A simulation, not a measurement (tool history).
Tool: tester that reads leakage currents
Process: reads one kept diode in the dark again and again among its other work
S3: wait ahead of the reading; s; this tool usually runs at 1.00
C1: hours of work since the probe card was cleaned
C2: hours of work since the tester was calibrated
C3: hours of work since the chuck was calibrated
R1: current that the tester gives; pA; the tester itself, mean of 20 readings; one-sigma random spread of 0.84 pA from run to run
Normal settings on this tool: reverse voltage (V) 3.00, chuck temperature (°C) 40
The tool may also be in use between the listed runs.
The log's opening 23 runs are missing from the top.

Run 24, hour 496.0: usual settings but reverse voltage (V) 17.34, S3 0.53 s; C1 222; C2 290; C3 35. Result: R1 680.69 pA.
Run 25, hour 516.1: usual settings but reverse voltage (V) 1.78, S3 5.50 s; C1 232; C2 300; C3 45. Result: R1 214.10 pA.
Run 26, hour 544.0: usual settings but reverse voltage (V) 1.78, S3 5.50 s; C1 245; C2 313; C3 58. Result: R1 214.99 pA.
Run 27, hour 575.4: usual settings but chuck temperature (°C) 21, S3 0.77 s; C1 260; C2 329; C3 73. Result: R1 64.64 pA.
Run 28, hour 594.0: usual settings but reverse voltage (V) 4.19; C1 269; C2 338; C3 82. Result: R1 332.98 pA.
Run 29, hour 611.8: usual settings but reverse voltage (V) 1.88, S3 0.52 s; C1 278; C2 346; C3 91. Result: R1 223.71 pA.
Run 30, hour 642.0: usual settings but reverse voltage (V) 1.88, S3 0.52 s; C1 292; C2 361; C3 105. Result: R1 224.03 pA.
Run 31, hour 659.5: usual settings but reverse voltage (V) 2.87, chuck temperature (°C) 35, S3 4.11 s; C1 301; C2 369; C3 114. Result: R1 188.57 pA.
Run 32, hour 681.2: usual settings but reverse voltage (V) 1.99, chuck temperature (°C) 36, S3 5.41 s; C1 311; C2 380; C3 124. Result: R1 169.43 pA.
Run 33, hour 711.3: usual settings but reverse voltage (V) 1.99, chuck temperature (°C) 31, S3 0.80 s; C1 326; C2 394; C3 139. Result: R1 116.93 pA.
Run 34, hour 725.3: usual settings but reverse voltage (V) 1.38, chuck temperature (°C) 20, S3 4.61 s; C1 333; C2 401; C3 146. Result: R1 39.92 pA.
Run 35, hour 748.0: usual settings but reverse voltage (V) 8.26, chuck temperature (°C) 36, S3 8.62 s; C1 344; C2 412; C3 157. Result: R1 349.55 pA.
Run 36, hour 776.0: usual settings but reverse voltage (V) 8.26, chuck temperature (°C) 36, S3 8.62 s; C1 357; C2 426; C3 170. Result: R1 350.20 pA.
Run 37, hour 788.8: usual settings but chuck temperature (°C) 38; C1 363; C2 432; C3 176. Result: R1 244.80 pA.
Run 38, hour 817.1: usual settings but chuck temperature (°C) 38; C1 377; C2 445; C3 190. Result: R1 244.91 pA.
Run 39, hour 838.3: usual settings but chuck temperature (°C) 38; C1 387; C2 456; C3 200. Result: R1 245.96 pA.
Run 40, hour 852.4: usual settings but reverse voltage (V) 1.13, chuck temperature (°C) 29; C1 394; C2 463; C3 207. Result: R1 75.33 pA.

Below are 3 alternative next runs, each starting from the tool's condition after run 40. Predict each:
Run A, hour 880.4: usual settings but chuck temperature (°C) 57, S3 9.35 s; C1 408; C2 476; C3 221. Result: R1 ?.
Run B, hour 880.4: usual settings but chuck temperature (°C) 46, S3 1.22 s; C1 408; C2 476; C3 221. Result: R1 ?.
Run C, hour 880.4: usual settings but reverse voltage (V) 1.75, chuck temperature (°C) 23, S3 0.48 s; C1 408; C2 476; C3 221. Result: R1 ?.

run      R1
  A  938.17
  B  439.65
  C   59.33
Take away the tool's hidden state, keep each run's random variation, and the runs would have read:
run      R1
  A  924.51
  B  431.38
  C   56.88
